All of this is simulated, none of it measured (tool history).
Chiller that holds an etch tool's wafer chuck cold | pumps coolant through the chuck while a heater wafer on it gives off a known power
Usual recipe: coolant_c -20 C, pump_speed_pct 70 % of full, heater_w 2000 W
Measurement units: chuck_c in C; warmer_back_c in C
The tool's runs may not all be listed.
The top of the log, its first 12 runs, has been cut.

run,hour,coolant_c,pump_speed_pct,heater_w,hours since the coolant was changed and the channels were flushed,hours since the pump was overhauled,hours since the chiller's thermometer was calibrated,chuck_c,warmer_back_c
13,569.6,-20,70,2000,447,2852,3308,2.2,6.86
14,614.7,-20,70,2000,492,2897,3353,2.0,6.88
15,653.2,-20,65,2000,530,2935,3392,3.2,7.48
16,719.9,-20,65,2000,597,3002,3458,3.2,7.46
17,782.6,-20,65,2000,660,3065,3521,3.3,7.49
18,836.9,-22,93,2000,714,3119,3575,-3.2,5.14
19,901.0,-19,93,1417,778,3183,3639,-5.6,3.58
20,959.0,-28,67,2843,836,3241,3697,4.8,10.34
21,1002.6,-28,67,2843,880,3285,3741,5.0,10.41
22,1065.1,-28,67,2843,942,3347,3803,4.9,10.44
23,1100.9,-28,67,2843,978,3383,3839,4.9,10.40
24,1152.4,-12,66,2709,1030,3435,3891,19.8,10.07
25,1194.6,-20,98,1488,1072,3477,3933,-6.3,3.56
26,1236.4,-25,98,1488,1114,3519,3975,-11.0,3.58
27,1274.3,-29,64,2093,1151,3557,4013,-3.9,8.15
28,1331.8,-29,64,2093,1209,3614,4070,-4.1,8.15
29,1368.9,-15,99,2000,1246,3651,4107,3.8,4.79
30,1402.7,-15,79,2592,1280,3685,4141,12.7,7.98

For run 31, what comes out?
31,1454.8,-12,87,1408,1332,3737,4193,?,?

For run 31 the tool returned chuck_c 2.1 C, warmer_back_c 3.90 C.
Without the tool's hidden state the same run would have given chuck_c 1.1 C, warmer_back_c 3.47 C.

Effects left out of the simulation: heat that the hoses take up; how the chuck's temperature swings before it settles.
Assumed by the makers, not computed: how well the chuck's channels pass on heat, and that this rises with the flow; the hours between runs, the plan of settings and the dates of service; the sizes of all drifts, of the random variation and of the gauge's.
